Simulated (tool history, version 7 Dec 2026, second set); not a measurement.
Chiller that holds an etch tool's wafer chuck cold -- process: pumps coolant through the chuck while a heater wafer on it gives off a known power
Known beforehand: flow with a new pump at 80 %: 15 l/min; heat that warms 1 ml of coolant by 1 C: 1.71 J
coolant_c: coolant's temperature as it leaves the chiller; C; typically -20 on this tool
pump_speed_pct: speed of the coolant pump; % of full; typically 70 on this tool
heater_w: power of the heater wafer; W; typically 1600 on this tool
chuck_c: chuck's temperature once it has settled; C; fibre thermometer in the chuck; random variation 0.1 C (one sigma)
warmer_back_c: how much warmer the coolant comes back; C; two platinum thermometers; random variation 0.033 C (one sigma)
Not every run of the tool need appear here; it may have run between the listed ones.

| run | day | coolant_c | pump_speed_pct | heater_w | chuck_c | warmer_back_c |
|---|---|---|---|---|---|---|
| 1 | 0 | -20 | 70 | 1600 | -3.1 | 4.45 |
| 2 | 1.617 | -20 | 70 | 1600 | -3 | 4.44 |
| 3 | 3.125 | -20 | 99 | 1600 | -6.6 | 3.13 |
| 4 | 4.746 | -20 | 99 | 1600 | -6.5 | 3.03 |
| 5 | 6.583 | -20 | 99 | 1600 | -6.4 | 3.11 |
| 6 | 8.188 | -16 | 70 | 1600 | 1 | 4.41 |
| 7 | 9.371 | -27 | 70 | 1493 | -11.1 | 4.22 |
| 8 | 10.229 | -12 | 70 | 1493 | 3.8 | 4.15 |
| 9 | 11.092 | -12 | 70 | 2148 | 10.5 | 5.96 |

Run 10, settings as shown, results not yet in. Your forecast:
|  | 11.396 | chiller's thermometer calibrated |
| 10 | 12.904 | -13 | 70 | 869 | ? | ? |

Run 10 yielded chuck_c -4.2 C, warmer_back_c 2.4 C.
With no hidden state in the tool, this same run would have given chuck_c -4.5 C, warmer_back_c 2.32 C.
